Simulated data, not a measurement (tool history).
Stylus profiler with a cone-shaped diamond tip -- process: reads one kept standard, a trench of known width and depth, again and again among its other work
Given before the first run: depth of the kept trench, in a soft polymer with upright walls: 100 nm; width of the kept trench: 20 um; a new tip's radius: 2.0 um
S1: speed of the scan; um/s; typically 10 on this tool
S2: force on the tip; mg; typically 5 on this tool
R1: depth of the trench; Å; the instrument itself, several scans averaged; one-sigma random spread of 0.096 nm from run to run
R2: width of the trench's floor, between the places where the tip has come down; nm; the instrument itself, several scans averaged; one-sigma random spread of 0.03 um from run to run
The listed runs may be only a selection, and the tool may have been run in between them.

| run | hour | S1 | S2 | R1 | R2 |
|---|---|---|---|---|---|
| 1 | 0 | 10 | 5 | 1024.4 | 18710 |
| 2 | 54.6 | 10 | 5 | 1022.4 | 18710 |
| 3 | 105.9 | 39 | 5 | 1024.1 | 18590 |
| 4 | 173.2 | 39 | 5 | 1021.3 | 18510 |
| 5 | 240.7 | 10 | 5 | 1024.2 | 18740 |
| 6 | 310.4 | 10 | 5 | 1021.3 | 18690 |
| 7 | 379.5 | 10 | 5 | 1023.4 | 18730 |
| 8 | 413.9 | 10 | 5 | 1023.6 | 18690 |
| 9 | 462.4 | 10 | 12.85 | 1042.6 | 18700 |
| 10 | 502.9 | 10 | 5 | 1020.9 | 18720 |
| 11 | 537.6 | 10 | 5 | 1023.3 | 18720 |
| 12 | 615.4 | 10 | 5 | 1023.7 | 18740 |
| 13 | 672.7 | 10 | 1.67 | 1010.5 | 18690 |
| 14 | 756.3 | 4 | 9.14 | 1031.9 | 18720 |
| 15 | 837.8 | 4 | 6.07 | 1026.5 | 18730 |
| 16 | 883.6 | 4 | 6.07 | 1025 | 18700 |
| 17 | 950.9 | 4 | 6.07 | 1024.1 | 18700 |
| 18 | 1008.7 | 10 | 14.88 | 1048.3 | 18720 |
| 19 | 1050.6 | 3 | 9.48 | 1036 | 18690 |
| 20 | 1106.6 | 25 | 10.48 | 1037.1 | 18640 |
| 21 | 1152.9 | 3 | 5 | 1021.6 | 18730 |
| 22 | 1194.9 | 3 | 5 | 1022 | 18720 |
| 23 | 1255.5 | 6 | 8.08 | 1029.5 | 18730 |
| 24 | 1337.9 | 6 | 8.08 | 1032.7 | 18720 |
| 25 | 1383.4 | 10 | 4.76 | 1021.6 | 18700 |

3 options for the next run, each taken on its own from the tool as it stands now. Forecast them:
| A | 1453.3 | 4 | 2.18 | ? | ? |
| B | 1453.3 | 10 | 10.1 | ? | ? |
| C | 1453.3 | 9 | 1.76 | ? | ? |

| run | R1 | R2 |
|---|---|---|
| A | 1011.9 | 18730 |
| B | 1037.2 | 18660 |
| C | 1011.7 | 18670 |
Had the tool no hidden state, the same runs would have come out as:
| run | R1 | R2 |
|---|---|---|
| A | 1012.3 | 18740 |
| B | 1037.5 | 18680 |
| C | 1012 | 18690 |
